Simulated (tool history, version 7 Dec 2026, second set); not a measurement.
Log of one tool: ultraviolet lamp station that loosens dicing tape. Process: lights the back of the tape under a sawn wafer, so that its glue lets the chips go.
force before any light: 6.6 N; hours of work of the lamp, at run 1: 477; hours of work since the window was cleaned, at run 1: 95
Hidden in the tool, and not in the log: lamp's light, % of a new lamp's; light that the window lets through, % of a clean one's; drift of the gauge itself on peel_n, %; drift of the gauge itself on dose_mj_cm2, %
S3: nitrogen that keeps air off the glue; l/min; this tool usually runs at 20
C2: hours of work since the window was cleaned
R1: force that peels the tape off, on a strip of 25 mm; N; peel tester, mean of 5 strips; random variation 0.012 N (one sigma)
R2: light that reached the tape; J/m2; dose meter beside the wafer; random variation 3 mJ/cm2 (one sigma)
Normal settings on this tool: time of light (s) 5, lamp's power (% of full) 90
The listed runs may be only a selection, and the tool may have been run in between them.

{"run": 1, "hour": 0.0, "time of light (s)": 5, "lamp's power (% of full)": 90, "S3": 20, "hours of work of the lamp": 477, "C2": 95, "R1": 0.842, "R2": 3400}
{"run": 2, "hour": 25.0, "time of light (s)": 5, "lamp's power (% of full)": 90, "S3": 20, "hours of work of the lamp": 497, "C2": 115, "R1": 0.909, "R2": 3420}
{"run": 3, "hour": 46.8, "time of light (s)": 5, "lamp's power (% of full)": 90, "S3": 20, "hours of work of the lamp": 514, "C2": 132, "R1": 0.887, "R2": 3380}
{"run": 4, "hour": 80.9, "time of light (s)": 5, "lamp's power (% of full)": 90, "S3": 12, "hours of work of the lamp": 540, "C2": 158, "R1": 1.326, "R2": 3300}
{"run": 5, "hour": 119.4, "time of light (s)": 5, "lamp's power (% of full)": 90, "S3": 12, "hours of work of the lamp": 571, "C2": 189, "R1": 1.4, "R2": 3220}
{"run": 6, "hour": 156.2, "time of light (s)": 7, "lamp's power (% of full)": 90, "S3": 12, "hours of work of the lamp": 599, "C2": 217, "R1": 0.809, "R2": 4490}
{"hour": 158.9, "done": "window cleaned of glue's vapour"}
{"run": 7, "hour": 179.7, "time of light (s)": 7, "lamp's power (% of full)": 90, "S3": 12, "hours of work of the lamp": 618, "C2": 16, "R1": 0.855, "R2": 4320}
{"run": 8, "hour": 215.2, "time of light (s)": 5, "lamp's power (% of full)": 90, "S3": 12, "hours of work of the lamp": 645, "C2": 44, "R1": 1.589, "R2": 3050}
{"run": 9, "hour": 232.2, "time of light (s)": 5, "lamp's power (% of full)": 90, "S3": 12, "hours of work of the lamp": 659, "C2": 58, "R1": 1.593, "R2": 2990}
{"run": 10, "hour": 250.6, "time of light (s)": 5, "lamp's power (% of full)": 90, "S3": 12, "hours of work of the lamp": 673, "C2": 72, "R1": 1.599, "R2": 2960}
{"run": 11, "hour": 266.8, "time of light (s)": 5, "lamp's power (% of full)": 76, "S3": 7, "hours of work of the lamp": 686, "C2": 85, "R1": 2.591, "R2": 2480}
{"run": 12, "hour": 289.3, "time of light (s)": 5, "lamp's power (% of full)": 64, "S3": 28, "hours of work of the lamp": 704, "C2": 102, "R1": 1.692, "R2": 2050}
{"run": 13, "hour": 320.5, "time of light (s)": 3, "lamp's power (% of full)": 63, "S3": 29, "hours of work of the lamp": 728, "C2": 127, "R1": 2.933, "R2": 1200}
{"run": 14, "hour": 342.3, "time of light (s)": 7, "lamp's power (% of full)": 99, "S3": 21, "hours of work of the lamp": 745, "C2": 144, "R1": 0.531, "R2": 4300}
{"hour": 353.1, "done": "window cleaned of glue's vapour, once more"}
{"run": 15, "hour": 372.5, "time of light (s)": 5, "lamp's power (% of full)": 78, "S3": 36, "hours of work of the lamp": 768, "C2": 15, "R1": 0.938, "R2": 2620}

3 ways to go on from here, each from the tool as it stands after run 15. What would each give?
{"run": "A", "hour": 399.7, "time of light (s)": 2, "lamp's power (% of full)": 78, "S3": 36, "hours of work of the lamp": 790, "C2": 37, "R1": "?", "R2": "?"}
{"run": "B", "hour": 399.7, "time of light (s)": 5, "lamp's power (% of full)": 72, "S3": 7, "hours of work of the lamp": 790, "C2": 37, "R1": "?", "R2": "?"}
{"run": "C", "hour": 399.7, "time of light (s)": 5, "lamp's power (% of full)": 82, "S3": 36, "hours of work of the lamp": 790, "C2": 37, "R1": "?", "R2": "?"}

run=A R1=2.963 R2=1040
run=B R1=2.589 R2=2380
run=C R1=0.878 R2=2750
Stripped of hidden state, with their random variation kept, the same runs would have yielded:
run=A R1=2.082 R2=1510
run=B R1=1.716 R2=3480
run=C R1=0.393 R2=4010
